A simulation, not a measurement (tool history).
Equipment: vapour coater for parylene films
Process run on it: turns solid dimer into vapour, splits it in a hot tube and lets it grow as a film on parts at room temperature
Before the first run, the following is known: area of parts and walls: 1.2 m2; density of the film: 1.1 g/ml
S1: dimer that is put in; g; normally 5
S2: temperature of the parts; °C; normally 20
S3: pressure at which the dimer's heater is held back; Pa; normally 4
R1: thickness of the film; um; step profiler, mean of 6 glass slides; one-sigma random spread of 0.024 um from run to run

run	hour	S1	S2	S3	R1
1	0	5	20	4	2.55
2	18.3	5	20	4	2.55
3	49.2	5	20	4	2.52
4	87.1	5	20	4	2.56
5	129.8	8	20	4	3.99
6	156.2	8	20	4	3.97
7	196.8	8	20	4	3.93
# hour 208.2: trap's valve overhauled
8	218.9	4	19	3.42	2.33
9	249.7	9	29	9.24	2.83
10	278.1	9	29	9.24	2.81
11	318.5	9	29	9.24	2.78
12	359.7	2	20	5.48	1.01
13	403	5	17	4	3.08
14	421	5	17	4	2.97

Consider 4 possible next runs. They are alternatives, not a sequence: every one starts from the tool as it was left by run 14. What does each give?
A	448.5	3	20	11.54	?
B	448.5	5	16	4	?
C	448.5	3	20	9.08	?
D	448.5	8	24	3.29	?

run	R1
A	1.35
B	3.22
C	1.36
D	3.65
Take away the tool's hidden state, keep each run's random variation, and the runs would have read:
run	R1
A	1.38
B	3.3
C	1.39
D	3.73
